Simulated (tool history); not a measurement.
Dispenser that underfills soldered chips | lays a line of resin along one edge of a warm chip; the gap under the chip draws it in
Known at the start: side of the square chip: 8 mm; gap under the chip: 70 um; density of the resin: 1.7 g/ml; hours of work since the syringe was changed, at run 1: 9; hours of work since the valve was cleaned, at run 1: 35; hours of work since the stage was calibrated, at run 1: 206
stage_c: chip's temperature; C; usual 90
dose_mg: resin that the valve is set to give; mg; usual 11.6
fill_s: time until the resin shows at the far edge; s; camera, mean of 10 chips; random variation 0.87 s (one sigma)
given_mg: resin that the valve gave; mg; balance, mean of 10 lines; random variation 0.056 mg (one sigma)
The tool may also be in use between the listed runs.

run  hour  stage_c  dose_mg  hours of work since the syringe was changed  hours of work since the valve was cleaned  hours of work since the stage was calibrated  fill_s  given_mg
  1     0       90     11.6                                            9                                         35                                           206   138.1     11.26
      2.8  -- new syringe of resin
  2   8.5       90     14.6                                            4                                         41                                           212    98.4      14.1
     10.1  -- dispensing valve cleaned and set on the balance
  3  15.6       90     11.6                                            9                                          4                                           217   134.6     11.55
     17.8  -- new syringe of resin
  4  21.6       90     11.6                                            3                                          9                                           222    91.8     11.54
  5  25.9       90     11.6                                            6                                         12                                           225   112.1     11.45
     32.2  -- new syringe of resin
  6  32.3       90     11.4                                            0                                         16                                           229    78.7     11.34
  7  37.8       90     11.4                                            4                                         21                                           234    99.9     11.36
  8  45.5       90     10.6                                           10                                         27                                           240     147     10.39
     46.5  -- new syringe of resin
  9  49.7       90     10.6                                            2                                         30                                           243    93.7     10.42
 10    55       90     10.6                                            6                                         34                                           247   119.6     10.33
     60.4  -- new syringe of resin
 11  62.7       90     10.6                                            2                                         39                                           252    88.8      10.3
     66.3  -- dispensing valve cleaned and set on the balance
 12  69.1       90     10.6                                            6                                          2                                           256   110.6     10.58
 13  73.7       90     10.6                                            9                                          6                                           260   136.1     10.67
     75.4  -- new syringe of resin
 14  79.7       79     14.6                                            3                                         10                                           264   138.4     14.53
 15  84.5       79     14.6                                            7                                         14                                           268   172.7     14.54

Forecast each of these 4 alternatives for the next run:
     89.4  -- new syringe of resin
  A    90       81     10.4                                            1                                         18                                           272       ?         ?
     89.4  -- new syringe of resin
  B    90      101     12.6                                            1                                         18                                           272       ?         ?
     89.4  -- new syringe of resin
  C    90       94     14.1                                            1                                         18                                           272       ?         ?
     89.4  -- new syringe of resin
  D    90       79     12.1                                            1                                         18                                           272       ?         ?

run  fill_s  given_mg
  A   114.1     10.27
  B    53.2     12.44
  C    66.5     13.79
  D   119.1     11.86
Without the tool's hidden state the same runs would have given:
run  fill_s  given_mg
  A   117.5     10.42
  B    54.6     12.62
  C    68.4     13.99
  D     123     12.03

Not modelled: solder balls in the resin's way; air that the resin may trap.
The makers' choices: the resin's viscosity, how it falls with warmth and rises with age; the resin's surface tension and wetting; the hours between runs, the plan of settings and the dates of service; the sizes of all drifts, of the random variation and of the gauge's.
